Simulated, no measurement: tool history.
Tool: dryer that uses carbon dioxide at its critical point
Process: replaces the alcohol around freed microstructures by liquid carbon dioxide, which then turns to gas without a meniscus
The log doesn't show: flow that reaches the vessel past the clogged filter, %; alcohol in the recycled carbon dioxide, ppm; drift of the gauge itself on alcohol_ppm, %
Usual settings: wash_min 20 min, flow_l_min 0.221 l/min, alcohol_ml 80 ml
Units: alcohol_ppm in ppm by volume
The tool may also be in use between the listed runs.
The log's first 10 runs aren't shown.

run    hour  wash_min  flow_l_min  alcohol_ml  hours of work since the filter was changed  hours of work since the purifier's bed was changed  alcohol_ppm
 11   305.1        20       0.221          80                                         134                                                  46           33
 12   337.6        20       0.221          80                                         159                                                  71           32
 13   361.2        20       0.221          80                                         177                                                  89           39
 14   398.4        20       0.221          38                                         205                                                 117           21
 15   418.6        18       0.221          38                                         220                                                 132           56
 16   452.6        18       0.221          38                                         246                                                 158           62
 17   493.8        18       0.221          38                                         278                                                 189           65
 18   517.5        20       0.221          57                                         296                                                 207           40
 19     554        20       0.221          57                                         323                                                 235           47
 20   596.3        14       0.201          61                                         355                                                 267          795
 21   629.5        18       0.335          88                                         381                                                 292           21
 22   669.2        15       0.311          88                                         411                                                 323           57
 23   693.2        16       0.221          27                                         429                                                 341          114
 24   728.2        19       0.221          55                                         456                                                 367           95
      736.2  -- inlet filter changed
 25   760.5        26       0.239          44                                          18                                                 391           16
 26   790.4        26       0.276          28                                          41                                                 414           20
 27   825.8        23       0.276          21                                          68                                                 441           23
 28     848        13       0.159          66                                          85                                                 458         2645
 29   875.2        13       0.159          66                                         106                                                 478         2800
 30   915.4        19       0.135          63                                         136                                                 509         1129
 31   939.9        20       0.228          76                                         155                                                 528           50
 32   970.5        20       0.228          76                                         178                                                 551           56
 33   989.1        20       0.228          76                                         192                                                 565           54
 34    1015        18       0.278          24                                         212                                                 585           34
 35  1036.9        18       0.278          24                                         228                                                 601           31

3 ways to go on from here, each from the tool as it stands after run 35. What would each give?
  A  1077.9        28       0.193          55                                         260                                                 632            ?
  B  1077.9        20       0.202          80                                         260                                                 632            ?
  C  1077.9        26       0.196          80                                         260                                                 632            ?

run  alcohol_ppm
  A           38
  B          123
  C           44
Without the tool's hidden state the same runs would have given:
run  alcohol_ppm
  A            7
  B           54
  C            9
